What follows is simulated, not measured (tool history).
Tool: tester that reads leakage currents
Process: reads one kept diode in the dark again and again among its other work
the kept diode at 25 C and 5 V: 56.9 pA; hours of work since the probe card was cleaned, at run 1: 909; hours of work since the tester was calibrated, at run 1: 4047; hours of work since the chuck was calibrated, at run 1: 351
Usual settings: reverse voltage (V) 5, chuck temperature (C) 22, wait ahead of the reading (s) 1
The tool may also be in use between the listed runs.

run      day  reverse voltage (V)  chuck temperature (C)  wait ahead of the reading (s)  hours of work since the probe card was cleaned  hours of work since the tester was calibrated  hours of work since the chuck was calibrated  current that the tester gives (pA)
  1        0                    5                     22                              1                                             909                                           4047                                           351                               46.03
  2     4.15                    5                     22                           9.57                                             985                                           4123                                           428                               45.03
  3    8.992                    5                     22                           9.57                                            1074                                           4212                                           516                               44.62
  4   11.938                    5                     22                           9.57                                            1128                                           4266                                           570                               44.62
  5   17.129                    5                     22                              1                                            1223                                           4361                                           666                               45.61
      18.258  -- tester calibrated
  6   21.779                    5                     22                              1                                            1307                                             65                                           750                               45.32
  7   26.467                    5                     22                              1                                            1393                                            151                                           836                                44.8
  8   30.904                    5                     22                              1                                            1475                                            232                                           917                               44.74
  9   36.612                    5                     22                              1                                            1580                                            337                                          1022                               44.59
 10   41.854                    5                     22                           0.73                                            1676                                            433                                          1118                               45.28
 11   45.254                    5                     21                              1                                            1738                                            495                                          1180                               41.58
      49.575  -- probe card cleaned and baked
      51.233  -- chuck's temperature calibrated
 12   51.325                    5                     27                              1                                              31                                            603                                             2                               69.36
 13   57.262                    5                     27                              1                                             140                                            712                                           111                               68.85
 14     62.5                    5                     27                              1                                             236                                            808                                           207                               68.27
 15   65.504                    5                     27                              1                                             291                                            863                                           262                               67.83
 16   71.588                    5                     22                              1                                             403                                            975                                           374                               43.54
 17   74.608                    5                     22                              1                                             458                                           1030                                           429                               43.61
 18   77.833                    5                     22                              1                                             517                                           1090                                           488                               43.56
 19   81.267                    5                     22                              1                                             580                                           1153                                           551                               43.23
 20   87.167                    5                     22                              1                                             688                                           1261                                           659                               43.14
 21   92.988                 1.07                     43                           5.83                                             795                                           1368                                           766                              143.63
 22   96.612                 1.17                     49                              1                                             862                                           1434                                           833                              235.92
 23  101.875                10.37                     24                           1.39                                             958                                           1531                                           929                               68.82
 24  106.583                 1.35                     46                           1.74                                            1045                                           1617                                          1016                               192.6
 25  110.033                 1.35                     46                           1.74                                            1108                                           1681                                          1079                               190.6
 26  115.996                 3.75                     54                              1                                            1218                                           1790                                          1189                              509.14
     121.562  -- chuck's temperature calibrated
 27  122.188                    8                     30                              1                                            1330                                           1902                                            11                              116.64
 28  126.379                    8                     30                              1                                            1407                                           1979                                            88                              116.25
 29  131.004                    8                     30                              1                                            1491                                           2064                                           173                              115.77
 30  134.338                    8                     30                              1                                            1553                                           2125                                           234                              114.49
 31  137.417                 3.61                     34                           2.54                                            1609                                           2182                                           291                               113.9
 32  143.079                 2.42                     56                           0.43                                            1713                                           2286                                           395                              556.45
 33  147.288                 2.42                     56                           0.43                                            1790                                           2363                                           472                              553.15
     148.738  -- probe card cleaned and baked
 34  150.671                 2.42                     56                           0.43                                              35                                           2423                                           532                               546.8
 35  155.729                 2.42                     25                           0.43                                             128                                           2516                                           625                               41.72
 36  160.304                    2                     28                           1.32                                             212                                           2600                                           709                               49.41
 37  166.404                 1.36                     48                           4.68                                             324                                           2711                                           821                              230.25
 38  169.879                 4.95                     51                           0.44                                             388                                           2775                                           884                              460.72
 39  174.721                18.98                     24                           5.23                                             477                                           2864                                           973                               81.23

Hidden state at the last listed run before each entry between runs and at the first one after, where it differs:
Between runs 5 and 6: tester calibrated (day 18.258)
  stray current of the dirty probe card, pA a volt: 1.108 -> 1.183; current scale over the true one, %: 0.62 -> -0.14; true chuck temperature over the reading, C: -1.15 -> -1.28
  measured less the result without the state, current that the tester gives (pA): +1.31 -> +0.85
Between runs 11 and 12: probe card cleaned and baked (day 49.575); chuck's temperature calibrated (day 51.233)
  stray current of the dirty probe card, pA a volt: 1.553 -> 0.05; current scale over the true one, %: -0.09 -> -0.07; true chuck temperature over the reading, C: -1.98 -> -0.02
  measured less the result without the state, current that the tester gives (pA): +0.91 -> -0.01
Between runs 26 and 27: chuck's temperature calibrated (day 121.562)
  stray current of the dirty probe card, pA a volt: 1.094 -> 1.194; current scale over the true one, %: 0.08 -> 0.09; true chuck temperature over the reading, C: -1.9 -> -0.04
  measured less the result without the state, current that the tester gives (pA): -74.59 -> +9.15
Between runs 33 and 34: probe card cleaned and baked (day 148.738)
  stray current of the dirty probe card, pA a volt: 1.586 -> 0.061; true chuck temperature over the reading, C: -0.79 -> -0.89
  measured less the result without the state, current that the tester gives (pA): -28.83 -> -36.71

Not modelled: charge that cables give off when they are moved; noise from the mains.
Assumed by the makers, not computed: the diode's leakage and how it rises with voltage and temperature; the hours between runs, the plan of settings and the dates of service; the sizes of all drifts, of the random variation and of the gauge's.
